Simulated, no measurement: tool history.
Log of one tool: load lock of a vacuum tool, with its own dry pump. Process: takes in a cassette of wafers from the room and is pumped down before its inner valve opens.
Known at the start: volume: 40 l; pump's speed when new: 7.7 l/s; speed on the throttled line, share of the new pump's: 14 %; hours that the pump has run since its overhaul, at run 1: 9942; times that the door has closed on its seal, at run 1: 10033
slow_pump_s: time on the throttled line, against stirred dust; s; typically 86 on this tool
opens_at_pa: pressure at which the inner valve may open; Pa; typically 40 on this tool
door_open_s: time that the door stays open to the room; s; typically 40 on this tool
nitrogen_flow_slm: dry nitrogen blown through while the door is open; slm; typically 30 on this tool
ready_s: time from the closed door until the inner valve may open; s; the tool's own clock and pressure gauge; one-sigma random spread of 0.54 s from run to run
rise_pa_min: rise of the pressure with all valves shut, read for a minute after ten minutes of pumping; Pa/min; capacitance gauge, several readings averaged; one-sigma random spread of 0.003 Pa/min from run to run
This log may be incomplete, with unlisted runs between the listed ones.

| run | hour | slow_pump_s | opens_at_pa | door_open_s | nitrogen_flow_slm | hours that the pump has run since its overhaul | times that the door has closed on its seal | incoming humidity of the room's air, % | ready_s | rise_pa_min |
|---|---|---|---|---|---|---|---|---|---|---|
| 1 | 0.0 | 86 | 40 | 40 | 30 | 9942 | 10033 | 41.7 | 116.5 | 0.055 |
| 2 | 112.4 | 86 | 40 | 40 | 30 | 10054 | 10262 | 42.8 | 116.7 | 0.049 |
| 3 | 324.8 | 86 | 40 | 40 | 30 | 10266 | 10693 | 45.1 | 116.4 | 0.055 |
| 4 | 538.8 | 86 | 40 | 40 | 4 | 10481 | 11127 | 46.8 | 116.4 | 0.069 |
| 5 | 661.2 | 86 | 40 | 40 | 4 | 10603 | 11376 | 47.0 | 116.1 | 0.079 |
| 6 | 780.3 | 126 | 40 | 40 | 4 | 10722 | 11617 | 46.4 | 150.2 | 0.075 |
| 7 | 981.2 | 126 | 40 | 40 | 4 | 10923 | 12025 | 45.0 | 150.6 | 0.074 |
| 8 | 1077.8 | 128 | 40 | 40 | 30 | 11020 | 12221 | 45.3 | 150.9 | 0.060 |
| 9 | 1276.7 | 86 | 40 | 40 | 30 | 11218 | 12625 | 48.2 | 115.9 | 0.064 |
| 10 | 1491.6 | 86 | 40 | 40 | 30 | 11433 | 13061 | 45.8 | 116.4 | 0.064 |
| 11 | 1676.1 | 86 | 40 | 33 | 30 | 11618 | 13436 | 43.6 | 116.0 | 0.067 |
| 12 | 1850.0 | 86 | 40 | 40 | 30 | 11792 | 13789 | 43.7 | 115.9 | 0.063 |
| 13 | 2071.4 | 86 | 40 | 40 | 26 | 12013 | 14238 | 45.4 | 116.5 | 0.069 |
| 14 | 2271.0 | 86 | 40 | 40 | 26 | 12213 | 14643 | 47.9 | 116.2 | 0.074 |
| 15 | 2442.6 | 86 | 40 | 40 | 30 | 12384 | 14991 | 48.9 | 116.9 | 0.071 |
| 16 | 2548.0 | 86 | 40 | 40 | 30 | 12490 | 15205 | 47.4 | 117.2 | 0.072 |
| 17 | 2650.7 | 86 | 40 | 40 | 30 | 12592 | 15414 | 44.0 | 116.8 | 0.076 |
| 18 | 2798.2 | 86 | 40 | 40 | 30 | 12740 | 15713 | 46.4 | 116.7 | 0.080 |
| 19 | 2898.5 | 86 | 40 | 40 | 9 | 12840 | 15917 | 44.6 | 117.1 | 0.086 |
| 20 | 3026.1 | 86 | 40 | 40 | 9 | 12968 | 16176 | 44.9 | 116.6 | 0.090 |
| 21 | 3204.6 | 86 | 31 | 41 | 30 | 13146 | 16538 | 44.7 | 117.7 | 0.077 |
| 22 | 3368.7 | 86 | 31 | 41 | 30 | 13310 | 16871 | 47.4 | 118.4 | 0.080 |
| 23 | 3601.7 | 86 | 31 | 41 | 30 | 13543 | 17344 | 46.4 | 118.6 | 0.081 |
| 24 | 3811.5 | 69 | 58 | 41 | 30 | 13753 | 17770 | 48.4 | 101.0 | 0.083 |
| 25 | 3907.8 | 69 | 58 | 41 | 30 | 13850 | 17966 | 43.0 | 101.1 | 0.084 |
| 26 | 4088.7 | 69 | 72 | 39 | 8 | 14030 | 18333 | 45.6 | 99.4 | 0.104 |
| 27 | 4194.1 | 52 | 38 | 49 | 5 | 14136 | 18547 | 49.1 | 89.2 | 0.104 |
| 28 | 4300.4 | 54 | 34 | 28 | 19 | 14242 | 18762 | 43.6 | 91.3 | 0.089 |
| 29 | 4477.8 | 126 | 60 | 104 | 23 | 14419 | 19122 | 46.4 | 148.8 | 0.117 |
| 30 | 4573.6 | 126 | 60 | 104 | 23 | 14515 | 19317 | 48.4 | 149.1 | 0.120 |
| 31 | 4739.1 | 86 | 64 | 40 | 26 | 14681 | 19653 | 44.4 | 115.1 | 0.095 |
| 32 | 4964.0 | 86 | 64 | 40 | 26 | 14906 | 20109 | 42.7 | 115.1 | 0.093 |
| 33 | 5118.7 | 86 | 64 | 35 | 21 | 15060 | 20423 | 45.3 | 114.5 | 0.102 |
| 34 | 5228.9 | 86 | 64 | 35 | 21 | 15171 | 20647 | 44.5 | 115.3 | 0.099 |
| 35 | 5374.8 | 86 | 40 | 35 | 21 | 15317 | 20943 | 44.9 | 117.4 | 0.101 |
| 36 | 5509.9 | 86 | 34 | 40 | 18 | 15452 | 21217 | 44.2 | 117.9 | 0.105 |
| 37 | 5731.2 | 149 | 65 | 40 | 8 | 15673 | 21667 | 44.2 | 167.9 | 0.116 |

Alternative continuations, all from the tool just after run 37; predict every row:
| A | 5946.4 | 92 | 65 | 36 | 10 | 15888 | 22103 | 46.6 | ? | ? |
| B | 5946.4 | 89 | 40 | 40 | 30 | 15888 | 22103 | 49.0 | ? | ? |
| C | 5946.4 | 86 | 40 | 27 | 15 | 15888 | 22103 | 48.2 | ? | ? |

| run | ready_s | rise_pa_min |
|---|---|---|
| A | 121.4 | 0.115 |
| B | 118.6 | 0.112 |
| C | 117.3 | 0.107 |
Stripped of hidden state, with their random variation kept, the same runs would have yielded:
| run | ready_s | rise_pa_min |
|---|---|---|
| A | 118.6 | 0.035 |
| B | 115.5 | 0.032 |
| C | 114.2 | 0.027 |
